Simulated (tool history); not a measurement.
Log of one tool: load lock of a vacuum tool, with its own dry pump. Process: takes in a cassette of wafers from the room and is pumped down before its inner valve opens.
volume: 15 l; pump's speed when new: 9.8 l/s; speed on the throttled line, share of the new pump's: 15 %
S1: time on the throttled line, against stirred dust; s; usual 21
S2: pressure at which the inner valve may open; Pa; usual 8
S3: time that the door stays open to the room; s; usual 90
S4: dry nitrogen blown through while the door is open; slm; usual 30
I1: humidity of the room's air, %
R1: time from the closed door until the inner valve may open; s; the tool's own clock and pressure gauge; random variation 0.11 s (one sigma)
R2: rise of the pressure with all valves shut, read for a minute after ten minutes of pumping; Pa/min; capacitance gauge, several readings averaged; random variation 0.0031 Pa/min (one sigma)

{"run": 1, "hour": 0.0, "S1": 21, "S2": 8, "S3": 90, "S4": 30, "I1": 43.8, "R1": 33.3, "R2": 0.094}
{"run": 2, "hour": 275.6, "S1": 21, "S2": 8, "S3": 90, "S4": 30, "I1": 41.9, "R1": 33.5, "R2": 0.089}
{"run": 3, "hour": 844.1, "S1": 21, "S2": 8, "S3": 90, "S4": 30, "I1": 46.3, "R1": 33.4, "R2": 0.099}
{"run": 4, "hour": 1344.3, "S1": 21, "S2": 8, "S3": 90, "S4": 30, "I1": 44.2, "R1": 33.5, "R2": 0.098}
{"run": 5, "hour": 1773.8, "S1": 21, "S2": 8, "S3": 79, "S4": 30, "I1": 48.1, "R1": 33.7, "R2": 0.108}
{"run": 6, "hour": 2331.7, "S1": 21, "S2": 8, "S3": 90, "S4": 30, "I1": 44.2, "R1": 33.7, "R2": 0.125}
{"run": 7, "hour": 2755.8, "S1": 21, "S2": 8, "S3": 87, "S4": 30, "I1": 48.8, "R1": 34.1, "R2": 0.136}
{"run": 8, "hour": 3107.5, "S1": 21, "S2": 8, "S3": 87, "S4": 30, "I1": 42.5, "R1": 34, "R2": 0.136}
{"run": 9, "hour": 3696.0, "S1": 21, "S2": 8, "S3": 87, "S4": 38, "I1": 46.6, "R1": 34.3, "R2": 0.146}
{"run": 10, "hour": 4207.4, "S1": 21, "S2": 8, "S3": 87, "S4": 38, "I1": 42.2, "R1": 34.3, "R2": 0.153}
{"run": 11, "hour": 4519.8, "S1": 10, "S2": 14, "S3": 90, "S4": 30, "I1": 43.7, "R1": 24.4, "R2": 0.17}
{"run": 12, "hour": 4811.1, "S1": 12, "S2": 7, "S3": 108, "S4": 30, "I1": 48.5, "R1": 27.4, "R2": 0.192}
{"run": 13, "hour": 5123.2, "S1": 21, "S2": 10, "S3": 90, "S4": 8, "I1": 47.5, "R1": 34.2, "R2": 0.24}
{"run": 14, "hour": 5655.7, "S1": 21, "S2": 10, "S3": 90, "S4": 43, "I1": 47.8, "R1": 34.2, "R2": 0.198}
{"run": 15, "hour": 6074.1, "S1": 41, "S2": 10, "S3": 90, "S4": 43, "I1": 45.6, "R1": 50.7, "R2": 0.206}
{"run": 16, "hour": 6588.3, "S1": 21, "S2": 15, "S3": 101, "S4": 7, "I1": 48.3, "R1": 33.9, "R2": 0.289}
{"hour": 6729.6, "done": "dry pump taken out, an overhauled one fitted"}
{"run": 17, "hour": 6946.0, "S1": 21, "S2": 15, "S3": 101, "S4": 7, "I1": 44.9, "R1": 31.5, "R2": 0.285}

The same runs without the tool's hidden state, with the same run-to-run variation:
The hidden state here: pump's speed, % of a new pump's; leak at the door's seal, Pa l/s; drift of the gauge itself on ready_s, %; drift of the gauge itself on rise_pa_min, %.
run=1 R1=32.4 R2=0.075
run=2 R1=32.6 R2=0.067
run=3 R1=32.4 R2=0.068
run=4 R1=32.4 R2=0.059
run=5 R1=32.4 R2=0.061
run=6 R1=32.3 R2=0.066
run=7 R1=32.6 R2=0.07
run=8 R1=32.4 R2=0.061
run=9 R1=32.6 R2=0.06
run=10 R1=32.4 R2=0.056
run=11 R1=22.3 R2=0.065
run=12 R1=25.1 R2=0.079
run=13 R1=32.1 R2=0.117
run=14 R1=32 R2=0.06
run=15 R1=49 R2=0.058
run=16 R1=31.6 R2=0.129
run=17 R1=31.4 R2=0.113

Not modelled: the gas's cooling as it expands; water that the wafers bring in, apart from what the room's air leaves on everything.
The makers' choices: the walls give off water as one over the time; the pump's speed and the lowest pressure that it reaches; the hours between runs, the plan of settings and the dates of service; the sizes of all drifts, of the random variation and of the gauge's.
